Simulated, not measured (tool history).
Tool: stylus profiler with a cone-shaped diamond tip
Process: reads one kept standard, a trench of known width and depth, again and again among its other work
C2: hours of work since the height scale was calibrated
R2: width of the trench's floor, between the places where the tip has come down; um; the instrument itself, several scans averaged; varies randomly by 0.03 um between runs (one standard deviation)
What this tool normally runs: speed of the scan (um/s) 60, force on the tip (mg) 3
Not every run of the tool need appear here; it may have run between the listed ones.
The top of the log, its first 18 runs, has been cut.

Run 19, hour 302.8: usual settings but speed of the scan (um/s) 22, force on the tip (mg) 1.38; scans with this tip 4309; C2 645. Result: depth of the trench (Å) 10047.2, R2 93.9 um.
Run 20, hour 318.2: usual settings but speed of the scan (um/s) 36, force on the tip (mg) 2.72; scans with this tip 4364; C2 654. Result: depth of the trench (Å) 10077.8, R2 93.81 um.
Run 21, hour 331.3: usual settings but speed of the scan (um/s) 32, force on the tip (mg) 5.12; scans with this tip 4411; C2 661. Result: depth of the trench (Å) 10120.7, R2 93.86 um.
Run 22, hour 352.9: usual settings but speed of the scan (um/s) 24, force on the tip (mg) 4.23; scans with this tip 4489; C2 672. Result: depth of the trench (Å) 10108.7, R2 93.9 um.
Run 23, hour 368.1: usual settings but speed of the scan (um/s) 96, force on the tip (mg) 7.79; scans with this tip 4544; C2 681. Result: depth of the trench (Å) 10158.1, R2 93.73 um.
Run 24, hour 378.6: usual settings but speed of the scan (um/s) 96, force on the tip (mg) 7.79; scans with this tip 4582; C2 686. Result: depth of the trench (Å) 10161.5, R2 93.66 um.
Run 25, hour 392: usual settings but speed of the scan (um/s) 217, force on the tip (mg) 1.38; scans with this tip 4630; C2 693. Result: depth of the trench (Å) 10052, R2 92.49 um.
Run 26, hour 411.5: usual settings but speed of the scan (um/s) 137, force on the tip (mg) 4.22; scans with this tip 4701; C2 704. Result: depth of the trench (Å) 10104.9, R2 93.42 um.
Run 27, hour 426: usual settings but speed of the scan (um/s) 172, force on the tip (mg) 7.23; scans with this tip 4753; C2 712. Result: depth of the trench (Å) 10150.5, R2 93.48 um.
Run 28, hour 446.5: usual settings but speed of the scan (um/s) 39, force on the tip (mg) 1.6; scans with this tip 4827; C2 723. Result: depth of the trench (Å) 10053.6, R2 93.77 um.
Run 29, hour 465.4: usual settings but speed of the scan (um/s) 24, force on the tip (mg) 1.07; scans with this tip 4895; C2 733. Result: depth of the trench (Å) 10038.5, R2 93.76 um.
Run 30, hour 487.7: usual settings but speed of the scan (um/s) 207, force on the tip (mg) 1.01; scans with this tip 4975; C2 745. Result: depth of the trench (Å) 10040.2, R2 92.33 um.
Run 31, hour 497.7: usual settings but speed of the scan (um/s) 121, force on the tip (mg) 1.11; scans with this tip 5012; C2 751. Result: depth of the trench (Å) 10040.3, R2 93.02 um.
Run 32, hour 515.9: usual settings but speed of the scan (um/s) 80, force on the tip (mg) 1.64; scans with this tip 5077; C2 760. Result: depth of the trench (Å) 10057, R2 93.54 um.
Run 33, hour 533.8: usual settings but speed of the scan (um/s) 80, force on the tip (mg) 1.64; scans with this tip 5142; C2 770. Result: depth of the trench (Å) 10058, R2 93.5 um.

Here are 5 independent what-if runs from the current tool condition. What would each one return?
Run A, hour 545.4: usual settings but speed of the scan (um/s) 58, force on the tip (mg) 6.05; scans with this tip 5184; C2 776. Result: depth of the trench (Å) ?, R2 ?.
Run B, hour 545.4: usual settings but speed of the scan (um/s) 96, force on the tip (mg) 6.95; scans with this tip 5184; C2 776. Result: depth of the trench (Å) ?, R2 ?.
Run C, hour 545.4: usual settings but speed of the scan (um/s) 22, force on the tip (mg) 2.22; scans with this tip 5184; C2 776. Result: depth of the trench (Å) ?, R2 ?.
Run D, hour 545.4: usual settings but speed of the scan (um/s) 23, force on the tip (mg) 1.34; scans with this tip 5184; C2 776. Result: depth of the trench (Å) ?, R2 ?.
Run E, hour 545.4: usual settings but speed of the scan (um/s) 46, force on the tip (mg) 2.77; scans with this tip 5184; C2 776. Result: depth of the trench (Å) ?, R2 ?.

run  depth of the trench (Å)     R2
  A                  10135.8   93.8
  B                  10150.5  93.74
  C                  10070.1  93.88
  D                  10048.6  93.84
  E                  10079.7   93.8
Had the tool no hidden state, the same runs would have come out as:
run  depth of the trench (Å)     R2
  A                  10135.7   93.8
  B                  10150.4  93.74
  C                    10070  93.88
  D                  10048.6  93.84
  E                  10079.6  93.81

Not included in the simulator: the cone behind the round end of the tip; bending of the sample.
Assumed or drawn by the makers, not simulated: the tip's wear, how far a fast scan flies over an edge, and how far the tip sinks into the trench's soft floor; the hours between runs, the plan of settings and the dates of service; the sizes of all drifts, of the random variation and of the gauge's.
